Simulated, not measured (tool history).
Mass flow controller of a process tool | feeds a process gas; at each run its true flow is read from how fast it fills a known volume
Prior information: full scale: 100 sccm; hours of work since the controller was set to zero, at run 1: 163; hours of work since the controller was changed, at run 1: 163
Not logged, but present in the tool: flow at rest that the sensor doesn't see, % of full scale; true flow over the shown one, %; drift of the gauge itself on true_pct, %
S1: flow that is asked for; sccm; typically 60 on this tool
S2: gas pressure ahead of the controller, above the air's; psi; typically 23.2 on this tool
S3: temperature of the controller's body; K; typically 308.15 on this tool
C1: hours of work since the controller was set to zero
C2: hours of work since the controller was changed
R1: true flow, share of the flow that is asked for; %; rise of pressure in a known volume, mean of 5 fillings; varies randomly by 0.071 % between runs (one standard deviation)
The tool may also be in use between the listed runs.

| run | hour | S1 | S2 | S3 | C1 | C2 | R1 |
|---|---|---|---|---|---|---|---|
| 1 | 0 | 60 | 23.2 | 308.15 | 163 | 163 | 100.21 |
| 2 | 192.5 | 60 | 23.2 | 308.15 | 234 | 234 | 100.14 |
| 3 | 357.6 | 60 | 23.2 | 303.15 | 294 | 294 | 99.61 |
| 4 | 547.8 | 60 | 23.2 | 303.15 | 364 | 364 | 99.62 |
| 5 | 738.7 | 60 | 23.2 | 303.15 | 433 | 433 | 99.64 |
| 6 | 1025.8 | 92 | 23.2 | 308.15 | 538 | 538 | 101.03 |
| 7 | 1227.3 | 60 | 23.2 | 308.15 | 612 | 612 | 100.03 |
| 8 | 1385.8 | 60 | 34.5 | 308.15 | 670 | 670 | 99.28 |
| 9 | 1671.3 | 14 | 23.2 | 308.15 | 774 | 774 | 97.88 |
| 10 | 1862 | 60 | 23.2 | 296.15 | 844 | 844 | 98.28 |
| 11 | 2145.6 | 60 | 23.2 | 296.15 | 948 | 948 | 98.35 |
| 12 | 2400.2 | 60 | 23.2 | 296.15 | 1041 | 1041 | 98.32 |
| 13 | 2619 | 60 | 23.2 | 308.15 | 1121 | 1121 | 99.65 |
| 14 | 2942.5 | 60 | 23.2 | 304.15 | 1239 | 1239 | 99.23 |
| 15 | 3279.3 | 60 | 35.8 | 304.15 | 1362 | 1362 | 98.51 |
|  | 3303.6 | controller's zero set anew |
| 16 | 3435.3 | 60 | 27.4 | 308.15 | 48 | 1419 | 99.3 |
| 17 | 3653.6 | 60 | 27.4 | 308.15 | 128 | 1499 | 99.09 |
| 18 | 3879.4 | 60 | 23.2 | 295.15 | 210 | 1581 | 97.72 |
| 19 | 4162.3 | 69 | 23.2 | 308.15 | 314 | 1684 | 99.52 |
|  | 4197.7 | controller's zero set anew, once more |
| 20 | 4393.5 | 69 | 23.2 | 308.15 | 72 | 1769 | 99.91 |
| 21 | 4570.6 | 69 | 23.2 | 308.15 | 136 | 1833 | 99.86 |
| 22 | 4867.1 | 69 | 23.2 | 308.15 | 245 | 1942 | 100.05 |
| 23 | 5059.6 | 69 | 34.2 | 308.15 | 315 | 2012 | 99.2 |
| 24 | 5369.2 | 44 | 23.2 | 308.15 | 428 | 2125 | 99.03 |
| 25 | 5693.7 | 90 | 23.2 | 308.15 | 547 | 2244 | 100.4 |
| 26 | 6002.2 | 90 | 23.2 | 308.15 | 660 | 2357 | 100.23 |
| 27 | 6177.2 | 35 | 23.2 | 310.15 | 723 | 2421 | 98.71 |
| 28 | 6511.8 | 24 | 38.7 | 297.15 | 846 | 2543 | 95.62 |
| 29 | 6695.1 | 24 | 38.7 | 297.15 | 913 | 2610 | 95.8 |
| 30 | 7021.1 | 60 | 39.9 | 308.15 | 1032 | 2729 | 98.24 |
| 31 | 7202.3 | 23 | 37.6 | 295.15 | 1098 | 2795 | 95.27 |
| 32 | 7380.2 | 23 | 37.6 | 295.15 | 1163 | 2860 | 95.2 |
| 33 | 7590.8 | 26 | 37.6 | 299.15 | 1240 | 2937 | 95.79 |
| 34 | 7753.6 | 60 | 23.2 | 294.15 | 1300 | 2997 | 97.29 |
| 35 | 7928.2 | 60 | 23.2 | 294.15 | 1363 | 3061 | 97.37 |
| 36 | 8111.6 | 76 | 28.3 | 294.15 | 1430 | 3128 | 97.59 |
| 37 | 8411.3 | 15 | 24.2 | 308.15 | 1540 | 3237 | 96.39 |
| 38 | 8600.5 | 15 | 24.2 | 308.15 | 1609 | 3306 | 96.48 |
| 39 | 8804.6 | 34 | 21.8 | 313.15 | 1684 | 3381 | 98.43 |
| 40 | 9039.1 | 66 | 30 | 294.15 | 1769 | 3467 | 97.1 |
| 41 | 9330.1 | 68 | 31.9 | 303.15 | 1876 | 3573 | 97.94 |
| 42 | 9521.6 | 68 | 31.9 | 303.15 | 1946 | 3643 | 97.84 |
| 43 | 9879.6 | 60 | 23.4 | 311.15 | 2077 | 3774 | 99.2 |
| 44 | 10172.6 | 60 | 23.4 | 310.15 | 2184 | 3881 | 98.76 |
| 45 | 10490 | 33 | 23.4 | 310.15 | 2300 | 3997 | 97.44 |
| 46 | 10852.4 | 15 | 23.9 | 309.15 | 2432 | 4129 | 95.49 |
| 47 | 11071.4 | 12 | 27 | 298.15 | 2512 | 4209 | 93.29 |

Forecast each of these 3 alternatives for the next run:
| A | 11384.6 | 60 | 23.2 | 301.15 | 2627 | 4324 | ? |
| B | 11384.6 | 64 | 27 | 304.15 | 2627 | 4324 | ? |
| C | 11384.6 | 30 | 32.8 | 304.15 | 2627 | 4324 | ? |

| run | R1 |
|---|---|
| A | 97.45 |
| B | 97.86 |
| C | 95.87 |
What these runs would have given with no unlogged condition in the tool:
| run | R1 |
|---|---|
| A | 99.51 |
| B | 99.89 |
| C | 98.54 |
